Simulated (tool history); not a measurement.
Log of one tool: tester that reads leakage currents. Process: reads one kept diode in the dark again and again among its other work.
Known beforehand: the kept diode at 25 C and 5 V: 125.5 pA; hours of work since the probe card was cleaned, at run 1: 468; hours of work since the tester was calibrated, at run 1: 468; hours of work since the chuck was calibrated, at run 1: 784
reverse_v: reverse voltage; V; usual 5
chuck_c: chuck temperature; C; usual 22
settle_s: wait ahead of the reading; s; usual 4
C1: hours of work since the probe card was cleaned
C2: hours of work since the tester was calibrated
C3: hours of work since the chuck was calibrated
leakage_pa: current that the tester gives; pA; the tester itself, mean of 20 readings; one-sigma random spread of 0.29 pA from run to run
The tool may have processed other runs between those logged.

{"run": 1, "hour": 0.0, "reverse_v": 5, "chuck_c": 22, "settle_s": 4, "C1": 468, "C2": 468, "C3": 784, "leakage_pa": 104.73}
{"run": 2, "hour": 227.0, "reverse_v": 5, "chuck_c": 22, "settle_s": 4, "C1": 563, "C2": 563, "C3": 878, "leakage_pa": 105.3}
{"run": 3, "hour": 384.2, "reverse_v": 5, "chuck_c": 22, "settle_s": 4, "C1": 628, "C2": 628, "C3": 943, "leakage_pa": 106.53}
{"run": 4, "hour": 596.7, "reverse_v": 5, "chuck_c": 22, "settle_s": 4, "C1": 716, "C2": 716, "C3": 1031, "leakage_pa": 108.08}
{"run": 5, "hour": 753.1, "reverse_v": 5, "chuck_c": 22, "settle_s": 4, "C1": 781, "C2": 781, "C3": 1096, "leakage_pa": 109.52}
{"run": 6, "hour": 905.7, "reverse_v": 5, "chuck_c": 22, "settle_s": 4, "C1": 844, "C2": 844, "C3": 1160, "leakage_pa": 109.94}
{"run": 7, "hour": 1144.9, "reverse_v": 5, "chuck_c": 22, "settle_s": 4, "C1": 943, "C2": 943, "C3": 1259, "leakage_pa": 111.76}
{"run": 8, "hour": 1332.0, "reverse_v": 5, "chuck_c": 22, "settle_s": 4, "C1": 1021, "C2": 1021, "C3": 1337, "leakage_pa": 113.06}
{"run": 9, "hour": 1587.7, "reverse_v": 3.33, "chuck_c": 41, "settle_s": 6.83, "C1": 1127, "C2": 1127, "C3": 1443, "leakage_pa": 526.76}
{"run": 10, "hour": 1848.9, "reverse_v": 15.55, "chuck_c": 30, "settle_s": 0.34, "C1": 1235, "C2": 1235, "C3": 1551, "leakage_pa": 372.31}
{"run": 11, "hour": 2067.6, "reverse_v": 6.6, "chuck_c": 22, "settle_s": 1.73, "C1": 1326, "C2": 1326, "C3": 1642, "leakage_pa": 130.42}
{"run": 12, "hour": 2208.5, "reverse_v": 9.4, "chuck_c": 47, "settle_s": 3.61, "C1": 1385, "C2": 1385, "C3": 1700, "leakage_pa": 1276.19}
{"run": 13, "hour": 2378.2, "reverse_v": 3.37, "chuck_c": 54, "settle_s": 4.16, "C1": 1455, "C2": 1455, "C3": 1771, "leakage_pa": 1547.41}
{"run": 14, "hour": 2649.0, "reverse_v": 3.37, "chuck_c": 43, "settle_s": 2.2, "C1": 1567, "C2": 1567, "C3": 1883, "leakage_pa": 649.56}
{"run": 15, "hour": 2805.6, "reverse_v": 3.8, "chuck_c": 22, "settle_s": 5.05, "C1": 1632, "C2": 1632, "C3": 1948, "leakage_pa": 110.06}
{"hour": 2852.5, "done": "chuck's temperature calibrated"}
{"run": 16, "hour": 3027.8, "reverse_v": 3.51, "chuck_c": 43, "settle_s": 9.92, "C1": 1724, "C2": 1724, "C3": 73, "leakage_pa": 566.29}

Forecast each of these 4 alternatives for the next run:
{"run": "A", "hour": 3153.5, "reverse_v": 1.76, "chuck_c": 21, "settle_s": 0.66, "C1": 1776, "C2": 1776, "C3": 125, "leakage_pa": "?"}
{"run": "B", "hour": 3153.5, "reverse_v": 3.36, "chuck_c": 22, "settle_s": 4, "C1": 1776, "C2": 1776, "C3": 125, "leakage_pa": "?"}
{"run": "C", "hour": 3153.5, "reverse_v": 1.1, "chuck_c": 41, "settle_s": 4.16, "C1": 1776, "C2": 1776, "C3": 125, "leakage_pa": "?"}
{"run": "D", "hour": 3153.5, "reverse_v": 3.51, "chuck_c": 43, "settle_s": 4.1, "C1": 1776, "C2": 1776, "C3": 125, "leakage_pa": "?"}

run=A leakage_pa=64.05
run=B leakage_pa=89.05
run=C leakage_pa=318.98
run=D leakage_pa=568.82
With the hidden condition removed and each run's random variation left untouched, the same runs would have given:
run=A leakage_pa=60.06
run=B leakage_pa=82.37
run=C leakage_pa=309.45
run=D leakage_pa=549.96
